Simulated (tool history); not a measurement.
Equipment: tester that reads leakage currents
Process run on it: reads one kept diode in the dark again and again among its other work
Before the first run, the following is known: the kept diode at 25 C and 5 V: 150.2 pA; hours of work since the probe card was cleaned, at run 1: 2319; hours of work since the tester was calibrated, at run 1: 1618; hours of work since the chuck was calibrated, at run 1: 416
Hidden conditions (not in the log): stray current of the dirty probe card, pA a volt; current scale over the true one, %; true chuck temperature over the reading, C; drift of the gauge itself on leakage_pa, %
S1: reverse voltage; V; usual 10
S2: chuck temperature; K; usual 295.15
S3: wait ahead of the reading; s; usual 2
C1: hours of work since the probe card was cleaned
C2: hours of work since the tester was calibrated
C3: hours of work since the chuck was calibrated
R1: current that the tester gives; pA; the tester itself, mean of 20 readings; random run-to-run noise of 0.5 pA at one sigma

run,hour,S1,S2,S3,C1,C2,C3,R1
1,0,10,295.15,2,2319,1618,416,166.1
2,77.2,10,295.15,2,2356,1656,453,165.16
3,208.1,10,295.15,2,2420,1719,517,164.66
4,298.1,10,295.15,2,2463,1763,560,163.27
5,422.5,10,295.15,2,2523,1823,621,161.92
6,537.6,10,295.15,2,2579,1879,676,160.92
7,595.5,10,295.15,2,2607,1907,704,161.19
8,688.6,10,295.15,2.04,2652,1952,750,159.16
# hour 698.5: probe card cleaned and baked
9,776.9,10,295.15,2.04,38,1993,791,164.29
10,902.5,10,295.15,2.36,99,2054,852,163.19
11,988.5,10,295.15,2.36,141,2096,893,162.56
# hour 1014.7: chuck's temperature calibrated
12,1053.8,10,317.15,2,171,2127,19,1256.04
13,1175,3,317.15,2,230,2185,78,631.86
14,1252.3,10,321.15,2,267,2223,115,1733.83
15,1336.1,10,321.15,3.87,308,2263,156,1719.75
16,1400.3,10,321.15,3.87,339,2295,187,1709.47
# hour 1424.8: probe card cleaned and baked, once more
17,1530.1,2.2,296.15,1.31,51,2356,248,76.54
18,1660.4,1.9,297.15,4.68,114,2419,311,76.62
19,1777.2,1.9,297.15,4.68,171,2476,368,76.18
20,1862.5,10,320.15,0.57,212,2517,409,1525.01
21,1924,10,320.15,5.08,242,2547,439,1524.48
22,2041.9,10,320.15,5.08,299,2604,496,1505.43
23,2121.3,10,320.15,5.08,337,2642,535,1490.08
24,2240.6,11.4,309.15,3.75,395,2700,593,617.55
25,2294.8,18.8,300.15,0.44,422,2727,619,367.99
26,2367.3,12.6,295.15,0.71,457,2762,654,179.12
27,2457.9,12.6,295.15,0.71,501,2806,698,178.13
28,2534.1,13.7,313.15,0.71,538,2843,735,959.78

Here are 4 independent what-if runs from the current tool condition. What would each one return?
A,2632.4,13.7,306.15,0.71,585,2890,783,?
B,2632.4,13.7,313.15,0.92,585,2890,783,?
C,2632.4,6.5,306.15,2,585,2890,783,?
D,2632.4,1.3,319.15,8.61,585,2890,783,?

run,R1
A,511.44
B,950.14
C,334.09
D,421.35
Take away the tool's hidden state, keep each run's random variation, and the runs would have read:
run,R1
A,564.99
B,1047.47
C,370
D,463.82
